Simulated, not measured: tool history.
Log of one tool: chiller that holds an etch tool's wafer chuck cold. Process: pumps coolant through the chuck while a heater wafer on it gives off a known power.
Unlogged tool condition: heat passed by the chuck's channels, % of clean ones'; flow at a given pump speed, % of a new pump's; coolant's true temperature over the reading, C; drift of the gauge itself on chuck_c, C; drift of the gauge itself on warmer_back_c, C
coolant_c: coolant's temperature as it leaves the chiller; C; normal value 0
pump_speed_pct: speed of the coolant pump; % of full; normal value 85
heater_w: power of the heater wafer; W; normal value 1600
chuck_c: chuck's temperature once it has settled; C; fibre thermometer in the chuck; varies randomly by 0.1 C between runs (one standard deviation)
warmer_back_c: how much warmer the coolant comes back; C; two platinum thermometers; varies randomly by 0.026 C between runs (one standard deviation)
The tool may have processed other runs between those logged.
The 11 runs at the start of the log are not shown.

run    hour  coolant_c  pump_speed_pct  heater_w  hours since the coolant was changed and the channels were flushed  hours since the pump was overhauled  hours since the chiller's thermometer was calibrated  chuck_c  warmer_back_c
 12   363.4          0              85      1600                                                               4493                                  581                                                   238     13.0           3.47
 13   389.2          0              85      1600                                                               4519                                  607                                                   263     12.6           3.50
 14   413.5          0              85      1600                                                               4543                                  631                                                   288     13.0           3.45
 15   439.0          0              85      1600                                                               4568                                  656                                                   313     12.9           3.46
      448.1  -- coolant pump overhauled
 16   483.9          0              85      1600                                                               4608                                   36                                                   353     13.0           3.52
 17   514.7          0              85      1600                                                               4639                                   67                                                   384     12.9           3.49
 18   564.5         -5              79      1210                                                               4689                                  116                                                   434      5.5           2.87
 19   597.0         -5              79      1377                                                               4722                                  149                                                   466      7.0           3.23
 20   626.6         -5              63      1377                                                               4751                                  178                                                   496      9.7           4.17
 21   654.0          0              85      1422                                                               4778                                  206                                                   523     11.5           3.11
 22   692.6          0              85      1422                                                               4817                                  245                                                   562     11.5           3.12
      704.9  -- coolant pump overhauled, once more
 23   735.8          0              68      1806                                                               4855                                   31                                                   600     18.0           4.95
 24   769.7          4              84      1600                                                               4889                                   65                                                   634     16.9           3.50
 25   817.2         -8              84      1299                                                               4937                                  112                                                   681      2.8           2.83
 26   849.5         -8              84      1299                                                               4969                                  145                                                   714      2.8           2.90
 27   896.7          0              86      1600                                                               5016                                  192                                                   761     13.0           3.48
 28   941.1          0              86      1600                                                               5061                                  236                                                   805     12.8           3.43
 29   982.9          0              62      1159                                                               5102                                  278                                                   847     12.5           3.51
 30  1028.1          4              78      1413                                                               5148                                  323                                                   892     16.6           3.36
 31  1071.2          0              78      2260                                                               5191                                  366                                                   935     20.1           5.37

5 options for the next run, each taken on its own from the tool as it stands now. Forecast them:
  A  1102.3          0              61      1780                                                               5222                                  397                                                   966        ?              ?
  B  1102.3          3              85      1600                                                               5222                                  397                                                   966        ?              ?
  C  1102.3          7              81      2260                                                               5222                                  397                                                   966        ?              ?
  D  1102.3         -1              62      2260                                                               5222                                  397                                                   966        ?              ?
  E  1102.3         -6              78      2260                                                               5222                                  397                                                   966        ?              ?

run  chuck_c  warmer_back_c
  A     19.5           5.44
  B     16.1           3.44
  C     26.4           5.14
  D     23.6           6.83
  E     14.0           5.40
What these runs would have given with no unlogged condition in the tool:
run  chuck_c  warmer_back_c
  A     17.5           5.42
  B     14.8           3.42
  C     24.5           5.12
  D     21.1           6.81
  E     12.0           5.38

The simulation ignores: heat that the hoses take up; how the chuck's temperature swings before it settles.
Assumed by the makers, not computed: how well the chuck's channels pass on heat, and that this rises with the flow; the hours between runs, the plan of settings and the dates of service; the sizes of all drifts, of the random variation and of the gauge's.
